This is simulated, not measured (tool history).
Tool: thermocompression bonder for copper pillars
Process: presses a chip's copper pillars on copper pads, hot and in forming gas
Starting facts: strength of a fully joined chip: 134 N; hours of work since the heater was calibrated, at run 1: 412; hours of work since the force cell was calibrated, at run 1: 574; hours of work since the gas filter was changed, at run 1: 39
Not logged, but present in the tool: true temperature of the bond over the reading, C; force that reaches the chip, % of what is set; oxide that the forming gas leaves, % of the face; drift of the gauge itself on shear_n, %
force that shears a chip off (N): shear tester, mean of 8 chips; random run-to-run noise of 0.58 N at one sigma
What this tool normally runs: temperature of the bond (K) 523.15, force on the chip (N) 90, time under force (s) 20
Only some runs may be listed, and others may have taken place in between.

run	hour	temperature of the bond (K)	force on the chip (N)	time under force (s)	hours of work since the heater was calibrated	hours of work since the force cell was calibrated	hours of work since the gas filter was changed	force that shears a chip off (N)
1	0.0	523.15	90	20	412	574	39	50.3
2	21.0	523.15	90	38	422	585	49	63.7
3	33.1	523.15	90	39	428	591	55	66.3
4	52.0	523.15	90	39	438	600	65	65.4
5	70.6	523.15	90	39	447	610	74	66.2
6	81.2	523.15	90	39	452	615	79	65.2
7	101.1	523.15	90	39	462	625	89	64.6
8	119.8	523.15	90	39	471	634	99	63.5
9	143.3	548.15	90	20	483	646	110	63.9
10	157.4	523.15	90	20	490	653	117	50.4
11	169.6	543.15	90	20	496	659	124	60.1
12	188.1	543.15	90	20	506	669	133	61.0
13	206.1	519.15	87	14	515	678	142	39.9
14	219.1	519.15	87	14	521	684	148	41.1

Forecast run 15:
15	236.1	518.15	62	11	530	692	157	?

force that shears a chip off (N): 27.3
The same run, on a tool lacking any hidden state, would have yielded force that shears a chip off (N) 27.3.
